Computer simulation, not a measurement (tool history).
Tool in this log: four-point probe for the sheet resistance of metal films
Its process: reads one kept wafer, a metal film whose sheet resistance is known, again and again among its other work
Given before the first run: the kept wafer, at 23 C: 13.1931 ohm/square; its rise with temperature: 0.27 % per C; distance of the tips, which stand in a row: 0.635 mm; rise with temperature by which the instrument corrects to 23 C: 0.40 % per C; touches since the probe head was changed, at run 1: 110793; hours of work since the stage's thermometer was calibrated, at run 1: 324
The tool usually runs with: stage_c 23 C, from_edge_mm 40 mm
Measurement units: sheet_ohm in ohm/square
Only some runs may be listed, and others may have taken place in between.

run,hour,stage_c,from_edge_mm,touches since the probe head was changed,hours of work since the stage's thermometer was calibrated,sheet_ohm
1,0.0,23,40,110793,324,13.353709
2,35.0,23,40,112144,342,13.353485
3,72.3,23,40,113581,361,13.356033
4,89.0,23,10,114222,370,13.389814
5,109.4,23,10,115011,381,13.391970
6,126.9,23,10,115685,390,13.392123
7,145.8,23,7,116415,400,13.422881
8,181.0,29,7,117771,418,13.325811
9,207.9,21,40,118809,432,13.398399
10,234.6,21,40,119836,446,13.399531
11,267.5,21,40,121102,463,13.402533
12,298.5,25,40,122300,479,13.336629
13,325.8,23,40,123351,493,13.376273
14,354.7,23,11,124466,509,13.398191
15,384.7,23,7,125620,524,13.427604
16,409.0,23,40,126558,537,13.380312
17,444.2,23,48,127913,555,13.376934
18,471.7,23,48,128973,570,13.379870
19,488.0,33,48,129602,578,13.225626
# hour 518.4: new probe head fitted
20,527.9,35,10,365,598,13.057625
21,560.4,35,10,1618,615,13.054615
22,591.4,20,4,2815,631,13.433477
23,624.1,18,19,4073,648,13.307375
24,660.4,34,8,5475,667,13.089972
25,687.1,18,17,6501,681,13.305081
# hour 691.0: stage's thermometer calibrated
26,711.7,27,10,7431,11,13.184148
27,729.3,31,56,8110,20,13.096572
28,764.5,28,7,9468,38,13.201014
29,783.7,28,7,10207,48,13.200549
# hour 798.6: stage's thermometer calibrated, once more
30,818.1,23,3,11511,10,13.540122
31,844.8,23,3,12541,24,13.541328
32,884.0,23,18,14054,45,13.241838
33,902.4,22,31,14763,54,13.252406
34,934.6,22,31,16003,71,13.249954
35,954.3,32,5,16761,81,13.205857
36,985.5,32,5,17967,97,13.207581
37,1002.3,27,9,18614,106,13.209523
38,1038.6,25,59,20010,125,13.211727

What if the next run were any one of these 4? Each begins from the tool's condition after run 38:
A,1075.1,26,10,21418,144,?
B,1075.1,23,44,21418,144,?
C,1075.1,31,14,21418,144,?
D,1075.1,19,7,21418,144,?

run,sheet_ohm
A,13.221993
B,13.246439
C,13.133273
D,13.366487
Had the tool no hidden state, the same runs would have come out as:
run,sheet_ohm
A,13.174380
B,13.198720
C,13.085990
D,13.318338
